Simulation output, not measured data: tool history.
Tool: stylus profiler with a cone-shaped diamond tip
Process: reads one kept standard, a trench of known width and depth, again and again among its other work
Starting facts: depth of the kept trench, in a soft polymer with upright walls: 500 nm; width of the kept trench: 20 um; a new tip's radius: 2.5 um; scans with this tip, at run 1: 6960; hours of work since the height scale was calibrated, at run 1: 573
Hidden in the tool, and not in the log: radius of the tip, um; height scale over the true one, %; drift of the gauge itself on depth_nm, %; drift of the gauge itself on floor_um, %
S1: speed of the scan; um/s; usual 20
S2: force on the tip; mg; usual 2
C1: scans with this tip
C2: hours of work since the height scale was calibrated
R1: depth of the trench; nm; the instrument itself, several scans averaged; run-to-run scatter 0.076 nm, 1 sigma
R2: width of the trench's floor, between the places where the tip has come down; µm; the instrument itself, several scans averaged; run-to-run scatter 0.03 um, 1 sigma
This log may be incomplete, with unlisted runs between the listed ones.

| run | hour | S1 | S2 | C1 | C2 | R1 | R2 |
|---|---|---|---|---|---|---|---|
| 1 | 0 | 20 | 2 | 6960 | 573 | 504.97 | 16.94 |
| 2 | 14.1 | 20 | 2 | 7049 | 580 | 504.96 | 16.87 |
| 3 | 28.5 | 20 | 2 | 7140 | 587 | 505.05 | 16.83 |
| 4 | 56.1 | 20 | 5.64 | 7315 | 602 | 509.98 | 16.87 |
| 5 | 86.2 | 20 | 2 | 7505 | 618 | 504.99 | 16.86 |
| 6 | 119.4 | 20 | 2 | 7715 | 635 | 504.97 | 16.9 |
| 7 | 133.9 | 20 | 2 | 7807 | 642 | 504.97 | 16.88 |
| 8 | 159 | 55 | 2 | 7965 | 655 | 505.07 | 16.66 |
| 9 | 192.4 | 15 | 2 | 8177 | 673 | 504.9 | 16.87 |
| 10 | 219 | 15 | 2 | 8345 | 687 | 504.85 | 16.91 |
| 11 | 244.5 | 20 | 2 | 8506 | 700 | 505.02 | 16.9 |
| 12 | 258.5 | 77 | 1.73 | 8595 | 707 | 504.59 | 16.5 |
| 13 | 272.6 | 77 | 4.26 | 8684 | 715 | 508.31 | 16.76 |
| 14 | 305.7 | 77 | 4.26 | 8894 | 732 | 508.32 | 16.72 |
| 15 | 324 | 20 | 1.47 | 9009 | 741 | 503.99 | 16.92 |
| 16 | 346.1 | 20 | 1.47 | 9149 | 753 | 504.07 | 16.86 |
| 17 | 377.1 | 14 | 0.78 | 9345 | 769 | 502.72 | 16.9 |
| 18 | 406.3 | 20 | 5.79 | 9530 | 784 | 510.14 | 16.91 |
| 19 | 432.4 | 18 | 3.1 | 9695 | 798 | 506.66 | 16.9 |
| 20 | 459 | 18 | 3.1 | 9863 | 812 | 506.83 | 16.97 |
| 21 | 486.7 | 37 | 4.32 | 10039 | 826 | 508.34 | 16.83 |
| 22 | 517 | 76 | 0.76 | 10230 | 842 | 502.55 | 16.32 |

Here are 5 independent what-if runs from the current tool condition. What would each one return?
| A | 531.1 | 26 | 4.15 | 10319 | 849 | ? | ? |
| B | 531.1 | 20 | 3.28 | 10319 | 849 | ? | ? |
| C | 531.1 | 13 | 2.02 | 10319 | 849 | ? | ? |
| D | 531.1 | 76 | 5.44 | 10319 | 849 | ? | ? |
| E | 531.1 | 7 | 1.25 | 10319 | 849 | ? | ? |

| run | R1 | R2 |
|---|---|---|
| A | 508.14 | 16.87 |
| B | 506.89 | 16.95 |
| C | 505.22 | 16.9 |
| D | 509.74 | 16.75 |
| E | 503.68 | 16.95 |
Without the tool's hidden state the same runs would have given:
| run | R1 | R2 |
|---|---|---|
| A | 508.14 | 16.88 |
| B | 506.89 | 16.95 |
| C | 505.22 | 16.9 |
| D | 509.74 | 16.76 |
| E | 503.68 | 16.96 |
